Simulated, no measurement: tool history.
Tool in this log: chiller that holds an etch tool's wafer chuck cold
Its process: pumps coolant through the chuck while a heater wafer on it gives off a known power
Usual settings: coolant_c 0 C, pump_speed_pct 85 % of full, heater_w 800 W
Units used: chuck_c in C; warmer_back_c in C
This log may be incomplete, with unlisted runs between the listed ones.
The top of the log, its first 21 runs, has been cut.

run	hour	coolant_c	pump_speed_pct	heater_w	hours since the coolant was changed and the channels were flushed	hours since the pump was overhauled	hours since the chiller's thermometer was calibrated	chuck_c	warmer_back_c
22	2589.1	0	78	573	1488	4665	1033	6.1	1.81
23	2661.2	0	76	573	1560	4737	1105	6.4	1.84
24	2761.8	0	76	573	1660	4837	1205	6.3	1.85
25	2879.0	0	95	988	1777	4955	1322	8.8	2.56
26	2955.0	0	95	988	1853	5031	1398	8.5	2.55
27	3086.8	3	73	800	1985	5162	1530	12.0	2.69
28	3188.0	-2	92	659	2086	5264	1631	4.0	1.75
29	3263.2	9	85	800	2162	5339	1707	16.9	2.31
30	3414.6	0	85	544	2313	5490	1858	5.4	1.59
31	3506.4	0	98	1097	2405	5582	1950	9.4	2.66
# hour 3569.5: chiller's thermometer calibrated
32	3578.3	2	98	634	2476	5653	9	7.5	1.52

Here are 3 independent what-if runs from the current tool condition. What would each one return?
A	3698.2	-7	63	518	2596	5773	129	?	?
B	3698.2	-1	98	634	2596	5773	129	?	?
C	3698.2	-8	85	800	2596	5773	129	?	?

run	chuck_c	warmer_back_c
A	-0.3	2.06
B	4.3	1.61
C	-0.2	2.31
Had the tool no hidden state, the same runs would have come out as:
run	chuck_c	warmer_back_c
A	-0.3	2.05
B	4.3	1.61
C	-0.2	2.31

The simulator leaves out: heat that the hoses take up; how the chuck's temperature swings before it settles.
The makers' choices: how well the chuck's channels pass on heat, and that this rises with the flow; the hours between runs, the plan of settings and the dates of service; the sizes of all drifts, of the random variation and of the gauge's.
